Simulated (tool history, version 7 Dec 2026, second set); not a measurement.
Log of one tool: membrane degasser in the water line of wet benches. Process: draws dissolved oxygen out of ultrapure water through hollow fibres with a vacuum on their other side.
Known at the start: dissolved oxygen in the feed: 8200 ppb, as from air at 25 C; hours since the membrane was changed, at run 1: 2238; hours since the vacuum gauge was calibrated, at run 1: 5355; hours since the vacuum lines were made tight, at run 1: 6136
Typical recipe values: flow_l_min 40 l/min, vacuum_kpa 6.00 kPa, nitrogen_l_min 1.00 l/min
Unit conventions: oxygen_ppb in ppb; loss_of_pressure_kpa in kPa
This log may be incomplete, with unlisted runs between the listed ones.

run     day  flow_l_min  vacuum_kpa  nitrogen_l_min  hours since the membrane was changed  hours since the vacuum gauge was calibrated  hours since the vacuum lines were made tight  oxygen_ppb  loss_of_pressure_kpa
  1   0.000          40        6.00            1.00                                  2238                                         5355                                          6136       313.7                 52.54
  2   1.754          40        6.00            1.00                                  2280                                         5397                                          6178       316.8                 52.27
  3   5.096          40        6.00            1.00                                  2360                                         5478                                          6258       319.8                 52.65
  4   8.900          40        6.00            0.43                                  2451                                         5569                                          6350       495.7                 51.94
  5  12.458          40        6.00            0.43                                  2537                                         5654                                          6435       501.3                 52.49
  6  16.496          40        6.00            1.00                                  2633                                         5751                                          6532       314.8                 52.38
  7  18.204          40        6.00            1.00                                  2674                                         5792                                          6573       323.6                 52.57
  8  21.862          25        6.00            1.00                                  2762                                         5880                                          6661       186.3                 32.87
  9  24.300          25        6.00            1.00                                  2821                                         5938                                          6719       185.8                 32.85
 10  26.950          25        6.00            1.00                                  2884                                         6002                                          6783       185.0                 32.79
 11  29.233          25        6.00            1.00                                  2939                                         6057                                          6838       189.6                 32.51
 12  32.138          40        6.00            1.00                                  3009                                         6127                                          6907       322.8                 53.04
 13  35.933          40        6.00            1.00                                  3100                                         6218                                          6998       323.4                 52.78
 14  39.958          40        6.00            1.00                                  3197                                         6314                                          7095       322.1                 52.96
 15  42.371          40        6.00            1.00                                  3254                                         6372                                          7153       323.1                 52.72
 16  44.638          40        6.00            1.00                                  3309                                         6427                                          7207       325.4                 53.34
 17  48.171          30       10.97            1.00                                  3394                                         6511                                          7292       520.9                 40.00
 18  50.517          34        6.00            1.00                                  3450                                         6568                                          7348       266.7                 45.25
 19  54.146          34        6.00            1.00                                  3537                                         6655                                          7435       272.4                 45.01
 20  56.550          63        3.91            1.61                                  3595                                         6712                                          7493       307.0                 83.75
 21  60.562          32        7.17            2.57                                  3691                                         6809                                          7589       180.0                 42.79
     62.429  -- seals of the vacuum lines changed
 22  64.667          40        3.84            0.78                                  3788                                         6905                                            54       173.4                 52.96
 23  67.571          27        8.66            0.67                                  3857                                         6975                                           123       463.3                 36.32
 24  70.271          40       13.82            1.57                                  3922                                         7040                                           188       651.1                 53.61
 25  73.433          26        5.14            1.00                                  3998                                         7116                                           264       150.2                 34.82
 26  75.800          49        4.63            1.07                                  4055                                         7172                                           321       291.6                 65.63
 27  79.729          43        8.75            0.88                                  4149                                         7267                                           415       614.1                 57.77
 28  81.754          40        3.73            1.00                                  4198                                         7315                                           464       158.2                 53.69
 29  83.471          40        6.93            1.00                                  4239                                         7357                                           505       401.5                 53.50
 30  85.158          40        4.61            1.21                                  4279                                         7397                                           545       206.9                 53.72
 31  86.975          25        6.81            0.43                                  4323                                         7441                                           589       420.4                 33.44
 32  89.854          25        6.81            2.16                                  4392                                         7510                                           658       132.4                 33.65

4 options for the next run, each taken on its own from the tool as it stands now. Forecast them:
  A  91.725          61        6.81            2.16                                  4437                                         7555                                           703           ?                     ?
  B  91.725          50        5.47            0.97                                  4437                                         7555                                           703           ?                     ?
  C  91.725          25        4.08            2.16                                  4437                                         7555                                           703           ?                     ?
  D  91.725          26        6.81            2.16                                  4437                                         7555                                           703           ?                     ?

run  oxygen_ppb  loss_of_pressure_kpa
  A       452.0                 81.87
  B       388.7                 67.32
  C        61.1                 33.60
  D       140.6                 35.07
Without the tool's unlogged condition, the same runs would have read:
run  oxygen_ppb  loss_of_pressure_kpa
  A       403.6                 77.64
  B       345.3                 63.85
  C        48.5                 31.86
  D       127.1                 33.25
